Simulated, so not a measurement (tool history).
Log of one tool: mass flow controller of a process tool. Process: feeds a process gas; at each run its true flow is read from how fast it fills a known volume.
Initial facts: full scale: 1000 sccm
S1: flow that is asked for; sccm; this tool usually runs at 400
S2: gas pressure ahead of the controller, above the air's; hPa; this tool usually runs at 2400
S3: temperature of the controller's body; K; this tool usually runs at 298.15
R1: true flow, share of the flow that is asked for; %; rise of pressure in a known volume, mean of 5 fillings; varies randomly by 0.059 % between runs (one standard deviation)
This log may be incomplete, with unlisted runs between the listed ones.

run,hour,S1,S2,S3,R1
1,0.0,400,2400,298.15,99.42
2,309.6,400,2400,298.15,99.33
3,557.7,400,2400,298.15,99.22
4,827.9,400,1410,298.15,98.80
5,1093.9,400,2400,298.15,99.23
6,1412.9,400,1640,298.15,98.93
7,1742.9,400,1640,298.15,98.87
8,1937.0,400,1900,298.15,99.09
9,2184.9,400,1900,298.15,99.11
10,2352.5,400,1900,298.15,99.08
11,2524.8,400,1900,298.15,99.03
12,2872.6,400,2400,295.15,99.74
13,3098.1,400,2400,295.15,99.68
14,3260.9,400,2400,295.15,99.78
15,3630.8,400,1730,298.15,99.06
16,3828.9,400,2750,309.15,98.24
17,4092.2,124,2400,306.15,98.02
18,4379.6,774,2780,306.15,99.24
19,4757.4,774,2780,306.15,99.19
20,4922.4,391,1810,295.15,99.25
21,5226.6,391,1810,295.15,99.37
22,5557.2,391,1810,295.15,99.26
23,5927.5,223,2740,306.15,98.41
24,6148.6,265,2400,306.15,98.21
25,6427.9,810,1990,294.15,100.17
26,6718.2,810,1990,294.15,100.14
27,7116.4,182,2660,313.15,97.55

Here are 5 independent what-if runs from the current tool condition. What would each one return?
A,7373.9,400,2010,310.15,?
B,7373.9,260,2790,309.15,?
C,7373.9,112,1680,293.15,?
D,7373.9,182,1500,302.15,?
E,7373.9,147,2060,304.15,?

run,R1
A,97.83
B,98.13
C,98.99
D,98.09
E,98.17
Take away the tool's hidden state, keep each run's random variation, and the runs would have read:
run,R1
A,97.83
B,98.14
C,99.03
D,98.10
E,98.19

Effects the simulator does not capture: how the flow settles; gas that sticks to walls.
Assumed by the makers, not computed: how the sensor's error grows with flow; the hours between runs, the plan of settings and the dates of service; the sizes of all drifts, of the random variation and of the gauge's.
